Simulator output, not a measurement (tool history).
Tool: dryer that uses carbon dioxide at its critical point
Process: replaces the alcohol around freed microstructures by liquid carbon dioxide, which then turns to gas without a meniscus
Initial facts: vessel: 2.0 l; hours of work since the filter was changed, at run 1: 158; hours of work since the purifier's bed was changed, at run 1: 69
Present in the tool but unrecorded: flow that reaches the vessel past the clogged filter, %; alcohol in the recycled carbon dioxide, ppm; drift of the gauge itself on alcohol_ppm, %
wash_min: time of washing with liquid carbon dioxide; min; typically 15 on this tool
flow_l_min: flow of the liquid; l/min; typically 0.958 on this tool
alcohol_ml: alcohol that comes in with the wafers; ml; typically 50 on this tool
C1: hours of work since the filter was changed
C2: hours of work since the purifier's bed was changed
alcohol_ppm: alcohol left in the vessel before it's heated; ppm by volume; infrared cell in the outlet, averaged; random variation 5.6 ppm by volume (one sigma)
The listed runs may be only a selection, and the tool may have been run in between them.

run 1 hour=0.0 | wash_min=15 flow_l_min=0.958 alcohol_ml=50 | C1=158 C2=69 | alcohol_ppm=243
run 2 hour=18.6 | wash_min=15 flow_l_min=0.958 alcohol_ml=50 | C1=166 C2=77 | alcohol_ppm=259
run 3 hour=39.9 | wash_min=15 flow_l_min=0.958 alcohol_ml=50 | C1=175 C2=86 | alcohol_ppm=256
run 4 hour=70.6 | wash_min=15 flow_l_min=0.958 alcohol_ml=50 | C1=188 C2=99 | alcohol_ppm=269
run 5 hour=95.2 | wash_min=15 flow_l_min=0.958 alcohol_ml=50 | C1=198 C2=110 | alcohol_ppm=269
run 6 hour=112.4 | wash_min=15 flow_l_min=0.958 alcohol_ml=31 | C1=206 C2=117 | alcohol_ppm=180
-- hour=127.1 inlet filter changed
run 7 hour=132.5 | wash_min=15 flow_l_min=0.958 alcohol_ml=31 | C1=2 C2=125 | alcohol_ppm=127
run 8 hour=151.2 | wash_min=15 flow_l_min=0.958 alcohol_ml=50 | C1=10 C2=133 | alcohol_ppm=189
run 9 hour=165.8 | wash_min=15 flow_l_min=0.958 alcohol_ml=50 | C1=16 C2=139 | alcohol_ppm=185
run 10 hour=184.9 | wash_min=15 flow_l_min=0.958 alcohol_ml=50 | C1=24 C2=147 | alcohol_ppm=191
run 11 hour=215.1 | wash_min=15 flow_l_min=0.958 alcohol_ml=50 | C1=37 C2=160 | alcohol_ppm=202
run 12 hour=229.7 | wash_min=19 flow_l_min=0.958 alcohol_ml=50 | C1=43 C2=166 | alcohol_ppm=73
run 13 hour=256.8 | wash_min=19 flow_l_min=0.958 alcohol_ml=50 | C1=55 C2=178 | alcohol_ppm=70
run 14 hour=286.9 | wash_min=19 flow_l_min=0.958 alcohol_ml=50 | C1=68 C2=190 | alcohol_ppm=81
run 15 hour=312.6 | wash_min=15 flow_l_min=0.958 alcohol_ml=30 | C1=79 C2=201 | alcohol_ppm=146
run 16 hour=340.1 | wash_min=14 flow_l_min=0.958 alcohol_ml=50 | C1=90 C2=213 | alcohol_ppm=308
run 17 hour=370.5 | wash_min=15 flow_l_min=0.958 alcohol_ml=50 | C1=103 C2=226 | alcohol_ppm=230
run 18 hour=387.5 | wash_min=15 flow_l_min=0.958 alcohol_ml=50 | C1=110 C2=233 | alcohol_ppm=240
run 19 hour=404.6 | wash_min=15 flow_l_min=0.958 alcohol_ml=50 | C1=118 C2=240 | alcohol_ppm=237
run 20 hour=434.1 | wash_min=19 flow_l_min=0.958 alcohol_ml=50 | C1=130 C2=253 | alcohol_ppm=112
run 21 hour=452.6 | wash_min=19 flow_l_min=0.958 alcohol_ml=50 | C1=138 C2=261 | alcohol_ppm=109
run 22 hour=483.3 | wash_min=9 flow_l_min=0.958 alcohol_ml=50 | C1=151 C2=274 | alcohol_ppm=1502
run 23 hour=500.0 | wash_min=9 flow_l_min=0.958 alcohol_ml=50 | C1=158 C2=281 | alcohol_ppm=1493
run 24 hour=523.8 | wash_min=9 flow_l_min=0.958 alcohol_ml=50 | C1=168 C2=291 | alcohol_ppm=1543
run 25 hour=549.6 | wash_min=22 flow_l_min=0.941 alcohol_ml=44 | C1=179 C2=302 | alcohol_ppm=71
run 26 hour=569.1 | wash_min=10 flow_l_min=0.958 alcohol_ml=50 | C1=187 C2=310 | alcohol_ppm=1192
run 27 hour=589.4 | wash_min=10 flow_l_min=0.958 alcohol_ml=50 | C1=196 C2=319 | alcohol_ppm=1200
run 28 hour=618.5 | wash_min=15 flow_l_min=0.761 alcohol_ml=50 | C1=208 C2=331 | alcohol_ppm=696
-- hour=628.6 inlet filter changed
run 29 hour=632.8 | wash_min=15 flow_l_min=1.285 alcohol_ml=101 | C1=2 C2=337 | alcohol_ppm=100
run 30 hour=650.2 | wash_min=19 flow_l_min=0.958 alcohol_ml=50 | C1=9 C2=344 | alcohol_ppm=97
run 31 hour=670.8 | wash_min=19 flow_l_min=0.958 alcohol_ml=45 | C1=18 C2=353 | alcohol_ppm=93
run 32 hour=694.8 | wash_min=15 flow_l_min=0.774 alcohol_ml=112 | C1=28 C2=363 | alcohol_ppm=1054
run 33 hour=713.0 | wash_min=15 flow_l_min=0.774 alcohol_ml=112 | C1=36 C2=370 | alcohol_ppm=1047
run 34 hour=743.2 | wash_min=15 flow_l_min=1.197 alcohol_ml=21 | C1=49 C2=383 | alcohol_ppm=73
run 35 hour=762.4 | wash_min=22 flow_l_min=1.485 alcohol_ml=54 | C1=57 C2=391 | alcohol_ppm=58
run 36 hour=783.0 | wash_min=22 flow_l_min=1.485 alcohol_ml=54 | C1=65 C2=400 | alcohol_ppm=60
run 37 hour=796.9 | wash_min=22 flow_l_min=1.485 alcohol_ml=54 | C1=71 C2=406 | alcohol_ppm=54
run 38 hour=820.7 | wash_min=22 flow_l_min=1.568 alcohol_ml=78 | C1=81 C2=416 | alcohol_ppm=61
run 39 hour=839.3 | wash_min=20 flow_l_min=0.958 alcohol_ml=91 | C1=89 C2=424 | alcohol_ppm=132
run 40 hour=854.2 | wash_min=20 flow_l_min=0.958 alcohol_ml=91 | C1=96 C2=430 | alcohol_ppm=127
run 41 hour=877.1 | wash_min=11 flow_l_min=1.158 alcohol_ml=64 | C1=105 C2=440 | alcohol_ppm=508
run 42 hour=904.7 | wash_min=19 flow_l_min=1.158 alcohol_ml=64 | C1=117 C2=452 | alcohol_ppm=86
run 43 hour=926.9 | wash_min=15 flow_l_min=1.055 alcohol_ml=40 | C1=126 C2=461 | alcohol_ppm=174
run 44 hour=954.4 | wash_min=15 flow_l_min=1.055 alcohol_ml=40 | C1=138 C2=473 | alcohol_ppm=178
run 45 hour=967.0 | wash_min=17 flow_l_min=0.977 alcohol_ml=89 | C1=143 C2=478 | alcohol_ppm=253
run 46 hour=993.8 | wash_min=13 flow_l_min=1.361 alcohol_ml=38 | C1=155 C2=489 | alcohol_ppm=140
run 47 hour=1018.0 | wash_min=16 flow_l_min=1.218 alcohol_ml=23 | C1=165 C2=500 | alcohol_ppm=99

Below are 4 alternative next runs, each starting from the tool's condition after run 47. Predict each:
run A hour=1046.5 | wash_min=15 flow_l_min=0.958 alcohol_ml=28 | C1=177 C2=512 | alcohol_ppm=?
run B hour=1046.5 | wash_min=14 flow_l_min=1.067 alcohol_ml=23 | C1=177 C2=512 | alcohol_ppm=?
run C hour=1046.5 | wash_min=12 flow_l_min=0.958 alcohol_ml=46 | C1=177 C2=512 | alcohol_ppm=?
run D hour=1046.5 | wash_min=17 flow_l_min=1.218 alcohol_ml=54 | C1=177 C2=512 | alcohol_ppm=?

run=A alcohol_ppm=209
run=B alcohol_ppm=172
run=C alcohol_ppm=644
run=D alcohol_ppm=112
With no hidden state in the tool, these same runs would have given:
run=A alcohol_ppm=95
run=B alcohol_ppm=72
run=C alcohol_ppm=420
run=D alcohol_ppm=30

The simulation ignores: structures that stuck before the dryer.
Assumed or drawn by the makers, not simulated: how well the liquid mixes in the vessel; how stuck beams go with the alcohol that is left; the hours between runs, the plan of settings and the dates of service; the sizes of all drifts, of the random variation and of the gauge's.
